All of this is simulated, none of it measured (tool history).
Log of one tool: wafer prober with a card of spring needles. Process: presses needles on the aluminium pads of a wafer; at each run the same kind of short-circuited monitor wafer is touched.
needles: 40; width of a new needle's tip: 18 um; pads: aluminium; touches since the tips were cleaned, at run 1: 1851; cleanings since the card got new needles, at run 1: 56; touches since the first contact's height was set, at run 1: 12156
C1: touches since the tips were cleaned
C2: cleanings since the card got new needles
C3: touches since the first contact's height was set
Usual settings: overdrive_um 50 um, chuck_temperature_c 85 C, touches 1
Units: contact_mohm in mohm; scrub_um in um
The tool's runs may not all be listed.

Run 1, hour 0: usual settings; C1 1851; C2 56; C3 12156. Result: contact_mohm 500 mohm, scrub_um 13.34 um.
At hour 19: tips cleaned on abrasive film.
Run 2, hour 38.1: usual settings; C1 7504; C2 57; C3 27080. Result: contact_mohm 656 mohm, scrub_um 13.35 um.
At hour 43.4: tips cleaned on abrasive film.
At hour 66.2: tips cleaned on abrasive film.
Run 3, hour 83.7: usual settings; C1 6858; C2 59; C3 44927. Result: contact_mohm 644 mohm, scrub_um 13.31 um.
At hour 89: tips cleaned on abrasive film.
At hour 113.2: tips cleaned on abrasive film.
Run 4, hour 130.9: usual settings; C1 6978; C2 61; C3 63414. Result: contact_mohm 667 mohm, scrub_um 13.27 um.
At hour 134.6: tips cleaned on abrasive film.
At hour 156.8: tips cleaned on abrasive film.
At hour 182: tips cleaned on abrasive film.
At hour 202: height of the first contact set anew.
Run 5, hour 202: usual settings but chuck_temperature_c 72 C; C1 7734; C2 64; C3 0. Result: contact_mohm 679 mohm, scrub_um 13.38 um.
At hour 205.1: tips cleaned on abrasive film.
At hour 230.4: tips cleaned on abrasive film.
At hour 255.5: tips cleaned on abrasive film.
Run 6, hour 271.3: usual settings; C1 6216; C2 67; C3 27135. Result: contact_mohm 651 mohm, scrub_um 13.33 um.
At hour 280.7: tips cleaned on abrasive film.
At hour 306.7: tips cleaned on abrasive film.
Run 7, hour 310: usual settings but overdrive_um 49 um; C1 1289; C2 69; C3 42245. Result: contact_mohm 434 mohm, scrub_um 13.01 um.
At hour 330.1: tips cleaned on abrasive film.
At hour 354: tips cleaned on abrasive film.
Run 8, hour 357.3: usual settings but overdrive_um 49 um; C1 1275; C2 71; C3 60755. Result: contact_mohm 406 mohm, scrub_um 13.01 um.
At hour 375.5: tips cleaned on abrasive film.
At hour 398.9: tips cleaned on abrasive film.
Run 9, hour 402: usual settings but overdrive_um 53 um; C1 1226; C2 73; C3 78244. Result: contact_mohm 404 mohm, scrub_um 14.04 um.
At hour 422.2: tips cleaned on abrasive film.
At hour 437.7: height of the first contact set anew.
At hour 446.2: tips cleaned on abrasive film.
Run 10, hour 455.6: usual settings but overdrive_um 53 um, chuck_temperature_c 77 C; C1 3696; C2 75; C3 6998. Result: contact_mohm 524 mohm, scrub_um 14.18 um.
At hour 469.9: tips cleaned on abrasive film.
At hour 495.1: tips cleaned on abrasive film.
Run 11, hour 506.3: usual settings but overdrive_um 53 um, chuck_temperature_c 77 C; C1 4396; C2 77; C3 26831. Result: contact_mohm 569 mohm, scrub_um 14.13 um.
At hour 517.1: tips cleaned on abrasive film.
At hour 538.4: tips cleaned on abrasive film.
At hour 562.9: tips cleaned on abrasive film.
Run 12, hour 573.9: usual settings but overdrive_um 60 um; C1 4352; C2 80; C3 53295. Result: contact_mohm 530 mohm, scrub_um 15.95 um.
At hour 586: tips cleaned on abrasive film.
At hour 612.2: tips cleaned on abrasive film.
Run 13, hour 618.8: usual settings but overdrive_um 60 um, chuck_temperature_c 112 C, touches 2; C1 2558; C2 82; C3 70830. Result: contact_mohm 388 mohm, scrub_um 15.91 um.
At hour 634.6: tips cleaned on abrasive film.
At hour 658.4: tips cleaned on abrasive film.
Run 14, hour 658.4: usual settings but overdrive_um 46 um, chuck_temperature_c 65 C, touches 2; C1 0; C2 84; C3 86322. Result: contact_mohm 288 mohm, scrub_um 12.11 um.
At hour 674.4: height of the first contact set anew.
At hour 681: tips cleaned on abrasive film.
Run 15, hour 701: usual settings but overdrive_um 46 um, chuck_temperature_c 65 C, touches 2; C1 7850; C2 85; C3 10390. Result: contact_mohm 567 mohm, scrub_um 12.28 um.
At hour 706.2: tips cleaned on abrasive film.
At hour 731: tips cleaned on abrasive film.
Run 16, hour 733.1: usual settings but overdrive_um 55 um, chuck_temperature_c 27 C, touches 2; C1 798; C2 87; C3 22933. Result: contact_mohm 317 mohm, scrub_um 14.63 um.
At hour 756.1: tips cleaned on abrasive film.
Run 17, hour 775: usual settings but touches 3; C1 7439; C2 88; C3 39386. Result: contact_mohm 425 mohm, scrub_um 13.32 um.
At hour 778.3: tips cleaned on abrasive film.
At hour 801.1: tips cleaned on abrasive film.
At hour 826.4: tips cleaned on abrasive film.
Run 18, hour 836.3: usual settings but overdrive_um 60 um, chuck_temperature_c 94 C; C1 3883; C2 91; C3 63335. Result: contact_mohm 487 mohm, scrub_um 15.91 um.
At hour 852.1: tips cleaned on abrasive film.
At hour 876.1: tips cleaned on abrasive film.
At hour 898.3: tips cleaned on abrasive film.
Run 19, hour 898.3: usual settings but chuck_temperature_c 75 C, touches 3; C1 0; C2 94; C3 87584. Result: contact_mohm 289 mohm, scrub_um 13.19 um.
At hour 907.7: height of the first contact set anew.
At hour 920.1: tips cleaned on abrasive film.
At hour 942.8: tips cleaned on abrasive film.
Run 20, hour 956: usual settings but touches 2; C1 5168; C2 96; C3 18885. Result: contact_mohm 501 mohm, scrub_um 13.35 um.
At hour 964.8: tips cleaned on abrasive film.
At hour 988.8: tips cleaned on abrasive film.
Run 21, hour 989.9: usual settings but touches 2; C1 437; C2 98; C3 32124. Result: contact_mohm 327 mohm, scrub_um 13.3 um.

Hidden state at the last listed run before each entry between runs and at the first one after, where it differs:
Between runs 1 and 2: tips cleaned on abrasive film (hour 19)
  debris on the tips, nm: 96.7 -> 173.6; way that the needles fall short of the set height, um: 0.06 -> 0.13; tips' diameter, um: 19.45 -> 19.48
  measured less the result without the state, contact_mohm: +220 -> +385 mohm; scrub_um: -0.02 -> -0.03 um
Between runs 2 and 3: tips cleaned on abrasive film (hour 43.4); tips cleaned on abrasive film (hour 66.2)
  debris on the tips, nm: 173.6 -> 163.7; way that the needles fall short of the set height, um: 0.13 -> 0.28; tips' diameter, um: 19.48 -> 19.53
  measured less the result without the state, contact_mohm: +385 -> +369 mohm; scrub_um: -0.03 -> -0.07 um
Between runs 3 and 4: tips cleaned on abrasive film (hour 89); tips cleaned on abrasive film (hour 113.2)
  debris on the tips, nm: 163.7 -> 167.5; way that the needles fall short of the set height, um: 0.28 -> 0.41; tips' diameter, um: 19.53 -> 19.57
  measured less the result without the state, contact_mohm: +369 -> +388 mohm; scrub_um: -0.07 -> -0.11 um
Between runs 4 and 5: tips cleaned on abrasive film (hour 134.6); tips cleaned on abrasive film (hour 156.8); tips cleaned on abrasive film (hour 182); height of the first contact set anew (hour 202)
  debris on the tips, nm: 167.5 -> 176.5; way that the needles fall short of the set height, um: 0.41 -> 0; tips' diameter, um: 19.57 -> 19.65
  measured less the result without the state, contact_mohm: +388 -> +408 mohm; scrub_um: -0.11 -> +0 um
Between runs 5 and 6: tips cleaned on abrasive film (hour 205.1); tips cleaned on abrasive film (hour 230.4); tips cleaned on abrasive film (hour 255.5)
  debris on the tips, nm: 176.5 -> 164.6; way that the needles fall short of the set height, um: 0 -> 0.19; tips' diameter, um: 19.65 -> 19.71
  measured less the result without the state, contact_mohm: +408 -> +377 mohm; scrub_um: +0 -> -0.05 um
Between runs 6 and 7: tips cleaned on abrasive film (hour 280.7); tips cleaned on abrasive film (hour 306.7)
  debris on the tips, nm: 164.6 -> 65.3; way that the needles fall short of the set height, um: 0.19 -> 0.33; tips' diameter, um: 19.71 -> 19.76
  measured less the result without the state, contact_mohm: +377 -> +158 mohm; scrub_um: -0.05 -> -0.09 um
Between runs 7 and 8: tips cleaned on abrasive film (hour 330.1); tips cleaned on abrasive film (hour 354)
  debris on the tips, nm: 65.3 -> 55.1; way that the needles fall short of the set height, um: 0.33 -> 0.47; tips' diameter, um: 19.76 -> 19.81
  measured less the result without the state, contact_mohm: +158 -> +133 mohm; scrub_um: -0.09 -> -0.13 um
Between runs 8 and 9: tips cleaned on abrasive film (hour 375.5); tips cleaned on abrasive film (hour 398.9)
  debris on the tips, nm: 55.1 -> 60.6; way that the needles fall short of the set height, um: 0.47 -> 0.58; tips' diameter, um: 19.81 -> 19.85
  measured less the result without the state, contact_mohm: +133 -> +129 mohm; scrub_um: -0.13 -> -0.15 um
Between runs 9 and 10: tips cleaned on abrasive film (hour 422.2); height of the first contact set anew (hour 437.7); tips cleaned on abrasive film (hour 446.2)
  debris on the tips, nm: 60.6 -> 123; way that the needles fall short of the set height, um: 0.58 -> 0.08; tips' diameter, um: 19.85 -> 19.9
  measured less the result without the state, contact_mohm: +129 -> +256 mohm; scrub_um: -0.15 -> -0.02 um
Between runs 10 and 11: tips cleaned on abrasive film (hour 469.9); tips cleaned on abrasive film (hour 495.1)
  debris on the tips, nm: 123 -> 138.8; way that the needles fall short of the set height, um: 0.08 -> 0.22; tips' diameter, um: 19.9 -> 19.95
  measured less the result without the state, contact_mohm: +256 -> +296 mohm; scrub_um: -0.02 -> -0.06 um
Between runs 11 and 12: tips cleaned on abrasive film (hour 517.1); tips cleaned on abrasive film (hour 538.4); tips cleaned on abrasive film (hour 562.9)
  debris on the tips, nm: 138.8 -> 144.3; way that the needles fall short of the set height, um: 0.22 -> 0.42; tips' diameter, um: 19.95 -> 20.02
  measured less the result without the state, contact_mohm: +296 -> +251 mohm; scrub_um: -0.06 -> -0.11 um
Between runs 12 and 13: tips cleaned on abrasive film (hour 586); tips cleaned on abrasive film (hour 612.2)
  debris on the tips, nm: 144.3 -> 115; way that the needles fall short of the set height, um: 0.42 -> 0.55; tips' diameter, um: 20.02 -> 20.07
  measured less the result without the state, contact_mohm: +251 -> +113 mohm; scrub_um: -0.11 -> -0.15 um
Between runs 13 and 14: tips cleaned on abrasive film (hour 634.6); tips cleaned on abrasive film (hour 658.4)
  debris on the tips, nm: 115 -> 8.9; way that the needles fall short of the set height, um: 0.55 -> 0.71; tips' diameter, um: 20.07 -> 20.13
  measured less the result without the state, contact_mohm: +113 -> +18 mohm; scrub_um: -0.15 -> -0.19 um
Between runs 14 and 15: height of the first contact set anew (hour 674.4); tips cleaned on abrasive film (hour 681)
  debris on the tips, nm: 8.9 -> 175.4; way that the needles fall short of the set height, um: 0.71 -> 0.08; tips' diameter, um: 20.13 -> 20.16
  measured less the result without the state, contact_mohm: +18 -> +298 mohm; scrub_um: -0.19 -> -0.02 um
Between runs 15 and 16: tips cleaned on abrasive film (hour 706.2); tips cleaned on abrasive film (hour 731)
  debris on the tips, nm: 175.4 -> 44.2; way that the needles fall short of the set height, um: 0.08 -> 0.24; tips' diameter, um: 20.16 -> 20.21
  measured less the result without the state, contact_mohm: +298 -> +60 mohm; scrub_um: -0.02 -> -0.06 um
Between runs 16 and 17: tips cleaned on abrasive film (hour 756.1)
  debris on the tips, nm: 44.2 -> 173; way that the needles fall short of the set height, um: 0.24 -> 0.31; tips' diameter, um: 20.21 -> 20.23
  measured less the result without the state, contact_mohm: +60 -> +151 mohm; scrub_um: -0.06 -> -0.08 um
Between runs 17 and 18: tips cleaned on abrasive film (hour 778.3); tips cleaned on abrasive film (hour 801.1); tips cleaned on abrasive film (hour 826.4)
  debris on the tips, nm: 173 -> 124.5; way that the needles fall short of the set height, um: 0.31 -> 0.53; tips' diameter, um: 20.23 -> 20.31
  measured less the result without the state, contact_mohm: +151 -> +214 mohm; scrub_um: -0.08 -> -0.14 um
Between runs 18 and 19: tips cleaned on abrasive film (hour 852.1); tips cleaned on abrasive film (hour 876.1); tips cleaned on abrasive film (hour 898.3)
  debris on the tips, nm: 124.5 -> 16.1; way that the needles fall short of the set height, um: 0.53 -> 0.73; tips' diameter, um: 20.31 -> 20.38
  measured less the result without the state, contact_mohm: +214 -> +17 mohm; scrub_um: -0.14 -> -0.19 um
Between runs 19 and 20: height of the first contact set anew (hour 907.7); tips cleaned on abrasive film (hour 920.1); tips cleaned on abrasive film (hour 942.8)
  debris on the tips, nm: 16.1 -> 152.5; way that the needles fall short of the set height, um: 0.73 -> 0.16; tips' diameter, um: 20.38 -> 20.44
  measured less the result without the state, contact_mohm: +17 -> +225 mohm; scrub_um: -0.19 -> -0.04 um
Between runs 20 and 21: tips cleaned on abrasive film (hour 964.8); tips cleaned on abrasive film (hour 988.8)
  debris on the tips, nm: 152.5 -> 34.9; way that the needles fall short of the set height, um: 0.16 -> 0.3; tips' diameter, um: 20.44 -> 20.49
  measured less the result without the state, contact_mohm: +225 -> +53 mohm; scrub_um: -0.04 -> -0.08 um
